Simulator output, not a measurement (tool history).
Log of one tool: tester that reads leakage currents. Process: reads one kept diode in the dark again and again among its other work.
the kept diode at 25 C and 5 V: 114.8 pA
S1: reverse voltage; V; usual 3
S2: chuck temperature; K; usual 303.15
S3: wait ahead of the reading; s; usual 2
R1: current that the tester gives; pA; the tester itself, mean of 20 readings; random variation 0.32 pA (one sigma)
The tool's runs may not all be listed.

run 1 hour=0 | S1=3 S2=303.15 S3=2 | R1=138.29
run 2 hour=72.6 | S1=3 S2=303.15 S3=2 | R1=139.04
run 3 hour=138.1 | S1=3 S2=303.15 S3=2 | R1=138.46
run 4 hour=176 | S1=3.1 S2=303.15 S3=2 | R1=140.16
run 5 hour=249.9 | S1=3 S2=303.15 S3=2 | R1=138.19
run 6 hour=321.8 | S1=3 S2=303.15 S3=2 | R1=138.66
run 7 hour=385 | S1=3 S2=297.15 S3=2 | R1=83.39
run 8 hour=447.7 | S1=3 S2=297.15 S3=2 | R1=82.96
run 9 hour=488.6 | S1=3 S2=297.15 S3=2 | R1=82.93
run 10 hour=551.5 | S1=3 S2=303.15 S3=2 | R1=138.32
run 11 hour=623.4 | S1=2.6 S2=303.15 S3=2 | R1=129.67
run 12 hour=695.6 | S1=3 S2=303.15 S3=2 | R1=138.3
run 13 hour=739.9 | S1=3 S2=303.15 S3=2 | R1=138.09
run 14 hour=801.3 | S1=3.83 S2=303.15 S3=2 | R1=154.83
run 15 hour=880 | S1=3.83 S2=303.15 S3=2 | R1=154.7
run 16 hour=959.1 | S1=3.83 S2=303.15 S3=2 | R1=155.13
run 17 hour=1028.6 | S1=3.83 S2=303.15 S3=2 | R1=154.93
run 18 hour=1103.2 | S1=1.14 S2=303.15 S3=2 | R1=87.97
run 19 hour=1178.3 | S1=1.14 S2=303.15 S3=2 | R1=87.99
run 20 hour=1236.3 | S1=1.14 S2=303.15 S3=2 | R1=88.21
run 21 hour=1276.4 | S1=1.14 S2=303.15 S3=2 | R1=88.5
run 22 hour=1312.6 | S1=1.14 S2=303.15 S3=2 | R1=88.14
run 23 hour=1371.4 | S1=3.16 S2=309.15 S3=0.35 | R1=231.17
run 24 hour=1451.6 | S1=3.16 S2=309.15 S3=0.35 | R1=231.2
run 25 hour=1530.4 | S1=3.16 S2=309.15 S3=0.35 | R1=232.67
run 26 hour=1589.1 | S1=3.7 S2=303.15 S3=9.82 | R1=152.7
run 27 hour=1621.7 | S1=8.79 S2=321.15 S3=6.7 | R1=936.22
run 28 hour=1693.4 | S1=8.79 S2=327.15 S3=5.64 | R1=1447.75
run 29 hour=1761.4 | S1=9.89 S2=311.15 S3=0.35 | R1=463.19
run 30 hour=1820.5 | S1=9.89 S2=311.15 S3=0.35 | R1=463.17
run 31 hour=1888.1 | S1=19.85 S2=311.15 S3=0.35 | R1=639.3
run 32 hour=1924.7 | S1=19.85 S2=311.15 S3=0.35 | R1=641.89
run 33 hour=1971 | S1=10.25 S2=303.15 S3=2 | R1=245.2
run 34 hour=2028.7 | S1=12.48 S2=307.15 S3=2 | R1=372.67
run 35 hour=2105.2 | S1=12.48 S2=307.15 S3=5.13 | R1=371.74
run 36 hour=2145.1 | S1=1.04 S2=317.15 S3=2 | R1=257.92
run 37 hour=2192.2 | S1=1.04 S2=317.15 S3=2 | R1=256.94
run 38 hour=2234.5 | S1=3 S2=323.15 S3=2 | R1=660.2
run 39 hour=2277.9 | S1=13.84 S2=309.15 S3=0.31 | R1=462.38
run 40 hour=2332.8 | S1=13.84 S2=309.15 S3=0.31 | R1=461.61

4 ways to go on from here, each from the tool as it stands after run 40. What would each give?
run A hour=2392.4 | S1=3 S2=306.15 S3=2 | R1=?
run B hour=2392.4 | S1=16.94 S2=309.15 S3=3.67 | R1=?
run C hour=2392.4 | S1=5.88 S2=330.15 S3=0.31 | R1=?
run D hour=2392.4 | S1=1.87 S2=309.15 S3=0.31 | R1=?

run=A R1=176.54
run=B R1=503.28
run=C R1=1483.3
run=D R1=181.27
Without the tool's hidden state the same runs would have given:
run=A R1=176.59
run=B R1=503.33
run=C R1=1483.8
run=D R1=181.34
